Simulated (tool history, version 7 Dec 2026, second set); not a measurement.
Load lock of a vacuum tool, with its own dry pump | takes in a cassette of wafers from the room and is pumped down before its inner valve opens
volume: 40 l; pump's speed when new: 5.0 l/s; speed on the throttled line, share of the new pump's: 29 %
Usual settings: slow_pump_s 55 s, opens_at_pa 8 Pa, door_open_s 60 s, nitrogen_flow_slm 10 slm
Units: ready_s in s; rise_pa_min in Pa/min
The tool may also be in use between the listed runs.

| run | hour | slow_pump_s | opens_at_pa | door_open_s | nitrogen_flow_slm | incoming humidity of the room's air, % | ready_s | rise_pa_min |
|---|---|---|---|---|---|---|---|---|
| 1 | 0.0 | 55 | 8 | 60 | 10 | 40.4 | 116.1 | 0.083 |
| 2 | 153.6 | 55 | 8 | 60 | 10 | 48.5 | 117.5 | 0.098 |
| 3 | 406.2 | 55 | 8 | 60 | 10 | 43.8 | 117.2 | 0.094 |
| 4 | 522.5 | 38 | 8 | 60 | 10 | 43.7 | 106.2 | 0.088 |
| 5 | 752.9 | 38 | 8 | 60 | 10 | 47.4 | 103.7 | 0.098 |
| 6 | 875.5 | 110 | 8 | 60 | 10 | 45.1 | 155.9 | 0.099 |
| 7 | 1076.6 | 110 | 8 | 60 | 10 | 41.9 | 156.4 | 0.095 |
| 8 | 1302.8 | 110 | 8 | 60 | 10 | 43.5 | 155.1 | 0.104 |
| 9 | 1439.5 | 110 | 8 | 60 | 10 | 44.8 | 157.4 | 0.103 |
| 10 | 1642.3 | 110 | 8 | 60 | 10 | 47.8 | 157.3 | 0.113 |
| 11 | 1853.9 | 110 | 8 | 131 | 31 | 46.2 | 157.0 | 0.115 |
| 12 | 2058.4 | 55 | 8 | 60 | 21 | 44.5 | 118.0 | 0.105 |
| 13 | 2201.9 | 55 | 8 | 90 | 6 | 46.3 | 118.6 | 0.139 |
| 14 | 2409.5 | 55 | 15 | 60 | 10 | 43.8 | 113.0 | 0.115 |
| 15 | 2635.8 | 55 | 15 | 60 | 10 | 44.8 | 112.4 | 0.124 |
| 16 | 2820.1 | 55 | 15 | 60 | 42 | 48.4 | 112.6 | 0.116 |
| 17 | 2944.9 | 55 | 15 | 60 | 42 | 48.0 | 112.4 | 0.106 |

3 ways to go on from here, each from the tool as it stands after run 17. What would each give?
| A | 3190.7 | 97 | 15 | 60 | 33 | 39.7 | ? | ? |
| B | 3190.7 | 68 | 15 | 156 | 42 | 44.0 | ? | ? |
| C | 3190.7 | 32 | 15 | 40 | 42 | 42.4 | ? | ? |

| run | ready_s | rise_pa_min |
|---|---|---|
| A | 143.1 | 0.107 |
| B | 121.5 | 0.124 |
| C | 96.4 | 0.099 |
Without the tool's hidden state the same runs would have given:
| run | ready_s | rise_pa_min |
|---|---|---|
| A | 141.2 | 0.026 |
| B | 119.3 | 0.044 |
| C | 93.7 | 0.019 |

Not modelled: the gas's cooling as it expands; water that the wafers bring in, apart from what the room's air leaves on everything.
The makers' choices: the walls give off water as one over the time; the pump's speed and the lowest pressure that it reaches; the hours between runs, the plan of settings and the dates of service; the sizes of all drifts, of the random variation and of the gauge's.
